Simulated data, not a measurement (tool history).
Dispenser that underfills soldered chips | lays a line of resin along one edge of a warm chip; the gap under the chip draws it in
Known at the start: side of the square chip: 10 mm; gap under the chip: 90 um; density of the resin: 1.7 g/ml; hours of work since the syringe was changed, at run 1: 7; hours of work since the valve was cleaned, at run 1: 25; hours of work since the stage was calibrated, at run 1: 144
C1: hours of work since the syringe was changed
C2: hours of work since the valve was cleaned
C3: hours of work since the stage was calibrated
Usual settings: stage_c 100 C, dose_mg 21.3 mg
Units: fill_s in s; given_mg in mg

{"run": 1, "hour": 0.0, "stage_c": 100, "dose_mg": 21.3, "C1": 7, "C2": 25, "C3": 144, "fill_s": 116.3, "given_mg": 21.03}
{"hour": 1.4, "done": "new syringe of resin"}
{"run": 2, "hour": 3.7, "stage_c": 99, "dose_mg": 21.3, "C1": 2, "C2": 28, "C3": 147, "fill_s": 93.7, "given_mg": 20.95}
{"run": 3, "hour": 6.3, "stage_c": 99, "dose_mg": 21.3, "C1": 4, "C2": 30, "C3": 149, "fill_s": 102, "given_mg": 21.06}
{"run": 4, "hour": 10.1, "stage_c": 103, "dose_mg": 21.3, "C1": 6, "C2": 32, "C3": 151, "fill_s": 96.1, "given_mg": 21.04}
{"hour": 13.2, "done": "new syringe of resin"}
{"run": 5, "hour": 15.6, "stage_c": 91, "dose_mg": 21.3, "C1": 2, "C2": 36, "C3": 155, "fill_s": 128.7, "given_mg": 21.02}
{"run": 6, "hour": 21.0, "stage_c": 91, "dose_mg": 21.3, "C1": 6, "C2": 40, "C3": 159, "fill_s": 150.4, "given_mg": 20.96}
{"hour": 24.9, "done": "new syringe of resin"}
{"run": 7, "hour": 26.6, "stage_c": 100, "dose_mg": 21.3, "C1": 1, "C2": 43, "C3": 163, "fill_s": 88.8, "given_mg": 20.9}
{"run": 8, "hour": 30.9, "stage_c": 100, "dose_mg": 21.3, "C1": 4, "C2": 47, "C3": 166, "fill_s": 102.8, "given_mg": 20.89}
{"run": 9, "hour": 34.8, "stage_c": 90, "dose_mg": 21.3, "C1": 7, "C2": 49, "C3": 169, "fill_s": 171.9, "given_mg": 20.81}
{"hour": 36.4, "done": "new syringe of resin"}
{"run": 10, "hour": 37.6, "stage_c": 90, "dose_mg": 21.3, "C1": 1, "C2": 51, "C3": 170, "fill_s": 129.5, "given_mg": 20.84}
{"run": 11, "hour": 42.2, "stage_c": 100, "dose_mg": 21.3, "C1": 4, "C2": 54, "C3": 174, "fill_s": 100.6, "given_mg": 20.85}
{"run": 12, "hour": 47.2, "stage_c": 100, "dose_mg": 25.2, "C1": 8, "C2": 58, "C3": 177, "fill_s": 115.4, "given_mg": 24.58}
{"hour": 48.2, "done": "new syringe of resin"}
{"run": 13, "hour": 50.7, "stage_c": 100, "dose_mg": 25.2, "C1": 2, "C2": 60, "C3": 180, "fill_s": 87.4, "given_mg": 24.68}
{"run": 14, "hour": 54.8, "stage_c": 100, "dose_mg": 25.2, "C1": 5, "C2": 63, "C3": 182, "fill_s": 98.5, "given_mg": 24.6}
{"run": 15, "hour": 59.1, "stage_c": 107, "dose_mg": 23, "C1": 8, "C2": 66, "C3": 186, "fill_s": 87.8, "given_mg": 22.37}
{"hour": 59.9, "done": "new syringe of resin"}
{"run": 16, "hour": 62.2, "stage_c": 89, "dose_mg": 24.2, "C1": 2, "C2": 68, "C3": 188, "fill_s": 137.4, "given_mg": 23.61}
{"run": 17, "hour": 65.3, "stage_c": 89, "dose_mg": 24.2, "C1": 4, "C2": 71, "C3": 190, "fill_s": 153, "given_mg": 23.64}
{"run": 18, "hour": 71.0, "stage_c": 106, "dose_mg": 18.9, "C1": 8, "C2": 75, "C3": 194, "fill_s": 100.5, "given_mg": 18.4}
{"hour": 71.7, "done": "new syringe of resin"}
{"run": 19, "hour": 76.7, "stage_c": 104, "dose_mg": 25.8, "C1": 4, "C2": 78, "C3": 198, "fill_s": 81.2, "given_mg": 25.05}
{"run": 20, "hour": 81.6, "stage_c": 104, "dose_mg": 25.8, "C1": 7, "C2": 82, "C3": 201, "fill_s": 92.8, "given_mg": 24.94}
{"hour": 83.3, "done": "new syringe of resin"}
{"run": 21, "hour": 85.9, "stage_c": 93, "dose_mg": 27.2, "C1": 2, "C2": 85, "C3": 204, "fill_s": 115.9, "given_mg": 26.34}
{"hour": 87.4, "done": "dispensing valve cleaned and set on the balance"}
{"run": 22, "hour": 91.1, "stage_c": 88, "dose_mg": 19.8, "C1": 5, "C2": 3, "C3": 207, "fill_s": 169.1, "given_mg": 19.84}
{"hour": 95.8, "done": "new syringe of resin"}
{"run": 23, "hour": 95.8, "stage_c": 114, "dose_mg": 20.6, "C1": 0, "C2": 6, "C3": 210, "fill_s": 49.6, "given_mg": 20.47}
{"run": 24, "hour": 98.1, "stage_c": 114, "dose_mg": 20.6, "C1": 2, "C2": 7, "C3": 212, "fill_s": 54.2, "given_mg": 20.51}
{"run": 25, "hour": 102.1, "stage_c": 114, "dose_mg": 20.6, "C1": 4, "C2": 10, "C3": 215, "fill_s": 60.5, "given_mg": 20.47}
{"run": 26, "hour": 106.6, "stage_c": 85, "dose_mg": 21.3, "C1": 8, "C2": 13, "C3": 218, "fill_s": 212.8, "given_mg": 21.11}
{"hour": 107.8, "done": "new syringe of resin"}
{"run": 27, "hour": 110.3, "stage_c": 85, "dose_mg": 21.3, "C1": 2, "C2": 16, "C3": 220, "fill_s": 164.5, "given_mg": 21.13}

The same runs without the tool's hidden state, with the same run-to-run variation:
The hidden state here: resin's viscosity, % of fresh resin's; dose that the valve gives, % of what is set; true chip temperature over the reading, C; drift of the gauge itself on fill_s, %; drift of the gauge itself on given_mg, %.
run=1 fill_s=87.5 given_mg=21.26
run=2 fill_s=90.9 given_mg=21.2
run=3 fill_s=91.3 given_mg=21.32
run=4 fill_s=76.5 given_mg=21.33
run=5 fill_s=124.5 given_mg=21.33
run=6 fill_s=123.4 given_mg=21.3
run=7 fill_s=86.7 given_mg=21.27
run=8 fill_s=87.9 given_mg=21.29
run=9 fill_s=130.5 given_mg=21.23
run=10 fill_s=127.3 given_mg=21.27
run=11 fill_s=85.8 given_mg=21.31
run=12 fill_s=84.8 given_mg=25.15
run=13 fill_s=83.9 given_mg=25.27
run=14 fill_s=83.4 given_mg=25.21
run=15 fill_s=65 given_mg=22.96
run=16 fill_s=131 given_mg=24.24
run=17 fill_s=132.3 given_mg=24.3
run=18 fill_s=72.3 given_mg=18.94
run=19 fill_s=72.1 given_mg=25.82
run=20 fill_s=71 given_mg=25.73
run=21 fill_s=110.5 given_mg=27.21
run=22 fill_s=142.4 given_mg=19.9
run=23 fill_s=51.2 given_mg=20.56
run=24 fill_s=52.2 given_mg=20.61
run=25 fill_s=51.6 given_mg=20.59
run=26 fill_s=158.9 given_mg=21.26
run=27 fill_s=159.4 given_mg=21.3

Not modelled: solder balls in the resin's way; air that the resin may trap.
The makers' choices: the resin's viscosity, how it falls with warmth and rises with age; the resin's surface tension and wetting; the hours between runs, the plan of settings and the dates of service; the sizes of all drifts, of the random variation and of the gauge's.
